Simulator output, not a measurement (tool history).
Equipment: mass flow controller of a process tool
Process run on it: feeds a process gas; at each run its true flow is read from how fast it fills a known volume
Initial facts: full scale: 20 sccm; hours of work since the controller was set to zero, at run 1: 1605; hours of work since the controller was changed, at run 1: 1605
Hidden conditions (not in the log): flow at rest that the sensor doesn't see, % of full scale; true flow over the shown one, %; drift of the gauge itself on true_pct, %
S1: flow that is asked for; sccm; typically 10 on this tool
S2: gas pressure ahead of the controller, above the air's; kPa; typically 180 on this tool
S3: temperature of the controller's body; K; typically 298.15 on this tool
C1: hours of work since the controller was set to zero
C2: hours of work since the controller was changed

run 1 hour=0 | S1=10 S2=180 S3=298.15 | C1=1605 C2=1605 | true_flow_(%)=98.81
run 2 hour=88.9 | S1=10 S2=180 S3=298.15 | C1=1665 C2=1665 | true_flow_(%)=98.82
run 3 hour=169.3 | S1=10 S2=160 S3=298.15 | C1=1718 C2=1718 | true_flow_(%)=98.76
run 4 hour=270.4 | S1=10 S2=180 S3=298.15 | C1=1785 C2=1785 | true_flow_(%)=98.78
run 5 hour=357.9 | S1=3 S2=180 S3=298.15 | C1=1844 C2=1844 | true_flow_(%)=99.76
run 6 hour=415.8 | S1=10 S2=238 S3=298.15 | C1=1882 C2=1882 | true_flow_(%)=99.02
run 7 hour=510.4 | S1=10 S2=180 S3=293.15 | C1=1946 C2=1946 | true_flow_(%)=98.53
run 8 hour=565.7 | S1=10 S2=180 S3=293.15 | C1=1982 C2=1982 | true_flow_(%)=98.44
run 9 hour=663.3 | S1=7 S2=180 S3=303.15 | C1=2047 C2=2047 | true_flow_(%)=99.14
run 10 hour=711.8 | S1=10 S2=220 S3=308.15 | C1=2080 C2=2080 | true_flow_(%)=99.49
run 11 hour=789.4 | S1=10 S2=232 S3=305.15 | C1=2131 C2=2131 | true_flow_(%)=99.27
-- hour=794.7 controller's zero set anew
run 12 hour=887.1 | S1=10 S2=232 S3=294.15 | C1=62 C2=2196 | true_flow_(%)=98.9
run 13 hour=937.1 | S1=7 S2=278 S3=293.15 | C1=95 C2=2230 | true_flow_(%)=99.01
run 14 hour=1016.5 | S1=7 S2=278 S3=293.15 | C1=148 C2=2283 | true_flow_(%)=99.22
run 15 hour=1104.1 | S1=4 S2=278 S3=293.15 | C1=206 C2=2341 | true_flow_(%)=100.01
run 16 hour=1165.1 | S1=3 S2=180 S3=311.15 | C1=247 C2=2382 | true_flow_(%)=101.68

Forecast each of these 3 alternatives for the next run:
-- hour=1215.9 controller's zero set anew, once more
run A hour=1224.2 | S1=10 S2=249 S3=294.15 | C1=6 C2=2421 | true_flow_(%)=?
-- hour=1215.9 controller's zero set anew, once more
run B hour=1224.2 | S1=4 S2=152 S3=307.15 | C1=6 C2=2421 | true_flow_(%)=?
-- hour=1215.9 controller's zero set anew, once more
run C hour=1224.2 | S1=2 S2=214 S3=294.15 | C1=6 C2=2421 | true_flow_(%)=?

run=A true_flow_(%)=97.82
run=B true_flow_(%)=97.94
run=C true_flow_(%)=97.1
The same runs, with their run-to-run variation unchanged, on a tool lacking any hidden condition would have given:
run=A true_flow_(%)=98.71
run=B true_flow_(%)=98.78
run=C true_flow_(%)=97.87
